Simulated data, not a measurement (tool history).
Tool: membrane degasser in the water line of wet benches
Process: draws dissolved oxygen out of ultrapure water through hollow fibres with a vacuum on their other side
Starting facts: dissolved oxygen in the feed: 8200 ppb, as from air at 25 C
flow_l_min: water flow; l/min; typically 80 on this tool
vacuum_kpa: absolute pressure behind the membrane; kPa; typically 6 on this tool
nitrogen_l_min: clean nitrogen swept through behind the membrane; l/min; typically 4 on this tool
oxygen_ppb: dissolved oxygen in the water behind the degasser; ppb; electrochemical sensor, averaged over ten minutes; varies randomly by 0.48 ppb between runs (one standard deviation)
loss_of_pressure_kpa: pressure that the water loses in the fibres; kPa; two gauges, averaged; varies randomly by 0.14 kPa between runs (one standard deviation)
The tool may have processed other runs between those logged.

{"run": 1, "day": 0.0, "flow_l_min": 80, "vacuum_kpa": 6, "nitrogen_l_min": 4, "oxygen_ppb": 133.4, "loss_of_pressure_kpa": 51.57}
{"run": 2, "day": 1.683, "flow_l_min": 80, "vacuum_kpa": 6, "nitrogen_l_min": 4, "oxygen_ppb": 133.2, "loss_of_pressure_kpa": 51.4}
{"run": 3, "day": 2.796, "flow_l_min": 80, "vacuum_kpa": 6, "nitrogen_l_min": 4, "oxygen_ppb": 133.7, "loss_of_pressure_kpa": 51.55}
{"run": 4, "day": 4.879, "flow_l_min": 80, "vacuum_kpa": 6, "nitrogen_l_min": 4, "oxygen_ppb": 133.6, "loss_of_pressure_kpa": 51.34}
{"run": 5, "day": 6.367, "flow_l_min": 80, "vacuum_kpa": 6, "nitrogen_l_min": 4, "oxygen_ppb": 133.3, "loss_of_pressure_kpa": 51.94}
{"run": 6, "day": 7.746, "flow_l_min": 80, "vacuum_kpa": 6, "nitrogen_l_min": 4, "oxygen_ppb": 133, "loss_of_pressure_kpa": 51.52}
{"run": 7, "day": 9.462, "flow_l_min": 80, "vacuum_kpa": 6, "nitrogen_l_min": 4, "oxygen_ppb": 133.8, "loss_of_pressure_kpa": 51.79}
{"run": 8, "day": 10.421, "flow_l_min": 85, "vacuum_kpa": 6, "nitrogen_l_min": 4, "oxygen_ppb": 141, "loss_of_pressure_kpa": 54.66}
{"run": 9, "day": 12.45, "flow_l_min": 85, "vacuum_kpa": 6, "nitrogen_l_min": 4, "oxygen_ppb": 142.3, "loss_of_pressure_kpa": 54.78}
{"run": 10, "day": 14.542, "flow_l_min": 85, "vacuum_kpa": 6, "nitrogen_l_min": 4, "oxygen_ppb": 141.8, "loss_of_pressure_kpa": 55.14}
{"run": 11, "day": 15.658, "flow_l_min": 85, "vacuum_kpa": 6, "nitrogen_l_min": 4, "oxygen_ppb": 142.1, "loss_of_pressure_kpa": 54.82}
{"run": 12, "day": 17.317, "flow_l_min": 85, "vacuum_kpa": 6, "nitrogen_l_min": 4, "oxygen_ppb": 141.6, "loss_of_pressure_kpa": 54.75}
{"run": 13, "day": 18.392, "flow_l_min": 85, "vacuum_kpa": 6, "nitrogen_l_min": 4, "oxygen_ppb": 142, "loss_of_pressure_kpa": 54.72}
{"run": 14, "day": 19.338, "flow_l_min": 85, "vacuum_kpa": 6, "nitrogen_l_min": 4, "oxygen_ppb": 142, "loss_of_pressure_kpa": 54.99}
{"run": 15, "day": 20.471, "flow_l_min": 76, "vacuum_kpa": 11.96, "nitrogen_l_min": 1.8, "oxygen_ppb": 697.2, "loss_of_pressure_kpa": 49.08}
{"run": 16, "day": 21.912, "flow_l_min": 95, "vacuum_kpa": 11.96, "nitrogen_l_min": 1.8, "oxygen_ppb": 829.1, "loss_of_pressure_kpa": 61.28}
{"run": 17, "day": 23.138, "flow_l_min": 95, "vacuum_kpa": 5.21, "nitrogen_l_min": 2.3, "oxygen_ppb": 183.3, "loss_of_pressure_kpa": 61.58}
{"run": 18, "day": 25.112, "flow_l_min": 95, "vacuum_kpa": 5.21, "nitrogen_l_min": 2.3, "oxygen_ppb": 183.9, "loss_of_pressure_kpa": 61.15}
{"run": 19, "day": 26.183, "flow_l_min": 95, "vacuum_kpa": 5.21, "nitrogen_l_min": 2.3, "oxygen_ppb": 184.6, "loss_of_pressure_kpa": 61.57}
{"run": 20, "day": 27.9, "flow_l_min": 95, "vacuum_kpa": 5.21, "nitrogen_l_min": 2.3, "oxygen_ppb": 184.1, "loss_of_pressure_kpa": 61.49}
{"run": 21, "day": 29.104, "flow_l_min": 95, "vacuum_kpa": 5.21, "nitrogen_l_min": 2.3, "oxygen_ppb": 184, "loss_of_pressure_kpa": 61.2}
{"run": 22, "day": 30.804, "flow_l_min": 51, "vacuum_kpa": 5.21, "nitrogen_l_min": 4.06, "oxygen_ppb": 64.8, "loss_of_pressure_kpa": 32.79}
{"run": 23, "day": 32.354, "flow_l_min": 51, "vacuum_kpa": 5.21, "nitrogen_l_min": 4.06, "oxygen_ppb": 64.6, "loss_of_pressure_kpa": 32.92}
{"run": 24, "day": 33.508, "flow_l_min": 120, "vacuum_kpa": 3.67, "nitrogen_l_min": 6.53, "oxygen_ppb": 43.2, "loss_of_pressure_kpa": 77.25}
{"run": 25, "day": 35.525, "flow_l_min": 95, "vacuum_kpa": 12.26, "nitrogen_l_min": 4, "oxygen_ppb": 462.2, "loss_of_pressure_kpa": 61.43}
{"run": 26, "day": 36.683, "flow_l_min": 95, "vacuum_kpa": 5.15, "nitrogen_l_min": 2.03, "oxygen_ppb": 196.1, "loss_of_pressure_kpa": 61.39}
{"run": 27, "day": 38.475, "flow_l_min": 95, "vacuum_kpa": 5.15, "nitrogen_l_min": 2.03, "oxygen_ppb": 198.2, "loss_of_pressure_kpa": 61.3}
{"day": 38.971, "done": "vacuum gauge calibrated"}
{"run": 28, "day": 40.317, "flow_l_min": 80, "vacuum_kpa": 5.8, "nitrogen_l_min": 6.53, "oxygen_ppb": 76, "loss_of_pressure_kpa": 51.59}

For each run, the measured value with the value that run would have given without the tool's hidden condition subtracted. The run-to-run variation is shared by both, the gauge scatter possibly not:
What the log doesn't record here: membrane still open, %; true pressure behind the membrane over the reading, kPa; air that leaks in behind the membrane, l/min; drift of the gauge itself on oxygen_ppb, %; drift of the gauge itself on loss_of_pressure_kpa, %.
run=1 oxygen_ppb=+7.7 loss_of_pressure_kpa=+0.15
run=2 oxygen_ppb=+7.7 loss_of_pressure_kpa=+0.16
run=3 oxygen_ppb=+7.8 loss_of_pressure_kpa=+0.16
run=4 oxygen_ppb=+7.9 loss_of_pressure_kpa=+0.16
run=5 oxygen_ppb=+7.9 loss_of_pressure_kpa=+0.17
run=6 oxygen_ppb=+8 loss_of_pressure_kpa=+0.18
run=7 oxygen_ppb=+8.1 loss_of_pressure_kpa=+0.18
run=8 oxygen_ppb=+8.5 loss_of_pressure_kpa=+0.19
run=9 oxygen_ppb=+8.6 loss_of_pressure_kpa=+0.2
run=10 oxygen_ppb=+8.7 loss_of_pressure_kpa=+0.21
run=11 oxygen_ppb=+8.8 loss_of_pressure_kpa=+0.21
run=12 oxygen_ppb=+8.8 loss_of_pressure_kpa=+0.21
run=13 oxygen_ppb=+8.8 loss_of_pressure_kpa=+0.22
run=14 oxygen_ppb=+8.9 loss_of_pressure_kpa=+0.22
run=15 oxygen_ppb=+14 loss_of_pressure_kpa=+0.2
run=16 oxygen_ppb=+16.5 loss_of_pressure_kpa=+0.26
run=17 oxygen_ppb=+15.6 loss_of_pressure_kpa=+0.26
run=18 oxygen_ppb=+15.8 loss_of_pressure_kpa=+0.26
run=19 oxygen_ppb=+15.9 loss_of_pressure_kpa=+0.27
run=20 oxygen_ppb=+15.9 loss_of_pressure_kpa=+0.28
run=21 oxygen_ppb=+16.1 loss_of_pressure_kpa=+0.28
run=22 oxygen_ppb=+5.9 loss_of_pressure_kpa=+0.15
run=23 oxygen_ppb=+5.9 loss_of_pressure_kpa=+0.15
run=24 oxygen_ppb=+8.8 loss_of_pressure_kpa=+0.37
run=25 oxygen_ppb=+10 loss_of_pressure_kpa=+0.3
run=26 oxygen_ppb=+18.2 loss_of_pressure_kpa=+0.3
run=27 oxygen_ppb=+18.5 loss_of_pressure_kpa=+0.31
run=28 oxygen_ppb=-0.1 loss_of_pressure_kpa=+0.27
